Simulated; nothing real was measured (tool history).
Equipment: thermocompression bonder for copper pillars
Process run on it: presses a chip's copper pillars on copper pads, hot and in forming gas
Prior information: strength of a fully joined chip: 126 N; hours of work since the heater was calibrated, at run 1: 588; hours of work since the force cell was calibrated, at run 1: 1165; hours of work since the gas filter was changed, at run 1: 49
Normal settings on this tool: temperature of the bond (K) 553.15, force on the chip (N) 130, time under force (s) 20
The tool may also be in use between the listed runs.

run    hour  temperature of the bond (K)  force on the chip (N)  time under force (s)  hours of work since the heater was calibrated  hours of work since the force cell was calibrated  hours of work since the gas filter was changed  force that shears a chip off (N)
  1     0.0                       553.15                    130                    20                                            588                                               1165                                              49                              80.8
  2    70.6                       553.15                    130                    20                                            639                                               1216                                             100                              81.5
  3   121.8                       553.15                    130                    20                                            676                                               1254                                             138                              81.5
  4   164.0                       553.15                    130                    20                                            707                                               1285                                             168                              81.2
  5   226.1                       553.15                    130                    20                                            752                                               1330                                             214                              81.6
  6   281.3                       553.15                    130                    20                                            793                                               1370                                             254                              82.2
      323.4  -- forming gas filter changed
  7   351.3                       553.15                    130                    20                                            843                                               1421                                              20                              81.1
  8   401.1                       553.15                    135                    20                                            880                                               1457                                              57                              83.6
  9   436.0                       553.15                    135                    20                                            905                                               1482                                              82                              82.9
 10   473.7                       553.15                    135                    20                                            933                                               1510                                             110                              85.9
 11   509.4                       553.15                    135                    20                                            959                                               1536                                             136                              85.1
 12   544.1                       553.15                    135                    20                                            984                                               1561                                             161                              85.2
 13   592.8                       553.15                    130                    20                                           1019                                               1597                                             196                              82.6
 14   624.4                       553.15                    130                    20                                           1042                                               1620                                             219                              81.8
 15   683.6                       553.15                    130                    12                                           1086                                               1663                                             263                              70.5
      709.1  -- forming gas filter changed
 16   731.2                       553.15                    130                    12                                           1120                                               1697                                              16                              69.8
 17   774.2                       553.15                     79                    12                                           1151                                               1729                                              48                              46.6
      818.6  -- heater calibrated with a thermocouple chip
 18   835.4                       553.15                     79                    12                                             12                                               1772                                              91                              45.6
 19   895.3                       553.15                     79                    12                                             56                                               1816                                             134                              44.9
      951.3  -- force cell calibrated
 20   961.3                       553.15                     79                    12                                            103                                                  7                                             181                              44.5
 21  1022.9                       553.15                     79                    12                                            148                                                 52                                             226                              44.4
 22  1066.3                       578.15                     85                    47                                            179                                                 84                                             258                              89.8
     1101.2  -- forming gas filter changed
 23  1124.9                       534.15                    117                    20                                            222                                                126                                              17                              65.5
 24  1186.5                       545.15                    118                    29                                            267                                                171                                              62                              80.4
 25  1247.4                       545.15                    182                    29                                            311                                                216                                             107                             103.0
 26  1295.8                       533.15                     92                    15                                            346                                                251                                             142                              46.8
 27  1341.0                       569.15                     93                    15                                            379                                                284                                             175                              65.9
 28  1379.5                       571.15                     93                    54                                            407                                                312                                             203                              95.8
 29  1429.8                       561.15                     93                    15                                            444                                                349                                             240                              61.1
 30  1465.6                       553.15                    148                    20                                            470                                                375                                             266                              88.7
     1487.2  -- forming gas filter changed
 31  1526.9                       563.15                     85                    20                                            515                                                419                                              29                              64.4
 32  1587.9                       563.15                     85                    20                                            559                                                463                                              73                              63.4
 33  1627.1                       525.15                     84                    40                                            588                                                492                                             102                              59.1
 34  1688.0                       553.15                    151                    53                                            632                                                536                                             146                             110.0
 35  1728.2                       568.15                     81                    12                                            661                                                566                                             176                              52.5
 36  1761.1                       568.15                     81                    12                                            685                                                590                                             200                              52.8
 37  1808.8                       568.15                     81                    34                                            720                                                624                                             235                              76.2
 38  1846.2                       553.15                    161                    18                                            747                                                652                                             262                              93.5
     1874.0  -- forming gas filter changed
 39  1895.0                       553.15                    161                    18                                            783                                                687                                              15                              92.1

Alternative continuations, all from the tool just after run 39; predict every row:
  A  1950.6                       539.15                    161                    18                                            823                                                727                                              56                                 ?
  B  1950.6                       575.15                     92                    18                                            823                                                727                                              56                                 ?
  C  1950.6                       546.15                    129                    17                                            823                                                727                                              56                                 ?
  D  1950.6                       535.15                     99                    13                                            823                                                727                                              56                                 ?

run  force that shears a chip off (N)
  A                              85.0
  B                              71.9
  C                              74.1
  D                              49.8
What these runs would have given with no unlogged condition in the tool:
run  force that shears a chip off (N)
  A                              84.5
  B                              71.5
  C                              73.7
  D                              49.4

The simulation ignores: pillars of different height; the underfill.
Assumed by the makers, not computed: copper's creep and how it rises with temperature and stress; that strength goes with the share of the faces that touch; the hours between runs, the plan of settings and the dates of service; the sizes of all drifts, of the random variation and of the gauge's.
